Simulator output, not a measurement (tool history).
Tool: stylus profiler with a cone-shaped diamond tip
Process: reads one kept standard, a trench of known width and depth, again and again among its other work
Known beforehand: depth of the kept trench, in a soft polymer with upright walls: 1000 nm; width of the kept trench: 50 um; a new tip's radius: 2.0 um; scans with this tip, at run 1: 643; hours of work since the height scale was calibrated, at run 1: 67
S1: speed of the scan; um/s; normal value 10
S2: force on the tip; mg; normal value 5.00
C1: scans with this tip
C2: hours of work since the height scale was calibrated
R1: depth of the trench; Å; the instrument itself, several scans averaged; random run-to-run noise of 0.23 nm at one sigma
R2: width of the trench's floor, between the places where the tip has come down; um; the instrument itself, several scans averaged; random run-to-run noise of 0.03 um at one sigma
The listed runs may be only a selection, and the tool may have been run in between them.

run    hour  S1     S2    C1   C2       R1     R2
  1     0.0  10   5.00   643   67  10191.9  46.28
  2    31.9  10   5.62   775   81  10213.8  46.29
  3    78.6  10   5.00   969  102  10192.9  46.23
  4   112.2  10   5.00  1108  116  10191.9  46.19
  5   173.0  10   5.00  1361  143  10197.4  46.15
  6   226.4  10   5.00  1583  166  10201.9  46.03
  7   285.6   3   5.00  1829  192  10199.1  46.00
  8   349.6   3   5.00  2094  219  10202.7  45.88
  9   398.5  10   5.00  2297  241  10203.5  45.87
 10   446.1  10   5.00  2495  261  10203.4  45.78
 11   486.8  10   5.00  2664  279  10200.8  45.74
 12   527.1  10   5.00  2831  297  10204.6  45.68
 13   582.5  10   5.00  3062  321  10203.8  45.63
 14   612.0  10   5.00  3184  334  10207.7  45.60
 15   653.7  10  13.74  3357  352  10392.2  45.58
 16   688.4  10  13.74  3501  367  10392.1  45.51
 17   725.1  10  13.74  3653  383  10395.4  45.50
 18   769.1  10  13.74  3836  402  10393.8  45.44
 19   835.0  10   5.00  4110  431  10210.9  45.41
 20   885.9  10   5.00  4321  453  10214.3  45.34
 21   926.4  10   2.26  4489  470  10131.9  45.30
 22   959.3  10   2.26  4626  485  10133.6  45.23
 23  1011.2  10   2.26  4842  507  10134.4  45.18
 24  1046.8   2   2.70  4989  523  10151.3  45.18
 25  1106.7   2   2.70  5238  549  10149.7  45.14
 26  1151.3   2  10.38  5423  568  10335.5  45.09
 27  1197.0  24   6.82  5613  588  10257.0  45.02
 28  1253.8   5   2.53  5849  613  10146.3  45.00
 29  1283.2   6   4.18  5971  626  10199.4  44.98
 30  1335.1   3   2.60  6186  648  10150.4  44.93
 31  1371.4   3   2.60  6337  664  10155.4  44.85
 32  1417.2   2  10.25  6527  684  10339.1  44.84
 33  1454.8   6   3.45  6683  700  10178.6  44.82
 34  1504.7  11   1.75  6891  722  10126.6  44.77
 35  1548.9  38   2.82  7074  741  10163.8  44.72
 36  1588.2  12   1.83  7237  758  10128.3  44.69
 37  1653.4  12   1.83  7508  786  10133.3  44.59
 38  1715.0  12   1.83  7764  813  10134.4  44.56
 39  1783.2   4  12.36  8047  843  10387.8  44.52
 40  1846.0  10   3.73  8308  870  10195.7  44.51
 41  1904.0  10   5.00  8549  896  10230.6  44.43
 42  1962.2  10   8.70  8790  921  10316.4  44.45
     1982.9  -- new tip fitted, height scale calibrated
 43  1992.9   2   3.23    41    4  10148.9  46.54
 44  2044.4   2   3.23   255   27  10149.7  46.43
 45  2105.0   7   3.92   507   53  10170.9  46.36
 46  2168.3   6   9.90   769   81  10312.3  46.23

Consider 3 possible next runs. They are alternatives, not a sequence: every one starts from the tool as it was left by run 46. What does each give?
  A  2234.2   2  10.23  1043  109   ?   ?
  B  2234.2  28   2.83  1043  109   ?   ?
  C  2234.2  29   5.00  1043  109   ?   ?

run       R1     R2
  A  10317.6  46.16
  B  10143.5  46.16
  C  10199.6  46.16
Without the tool's hidden state the same runs would have given:
run       R1     R2
  A  10305.7  46.50
  B  10131.8  46.50
  C  10187.8  46.50

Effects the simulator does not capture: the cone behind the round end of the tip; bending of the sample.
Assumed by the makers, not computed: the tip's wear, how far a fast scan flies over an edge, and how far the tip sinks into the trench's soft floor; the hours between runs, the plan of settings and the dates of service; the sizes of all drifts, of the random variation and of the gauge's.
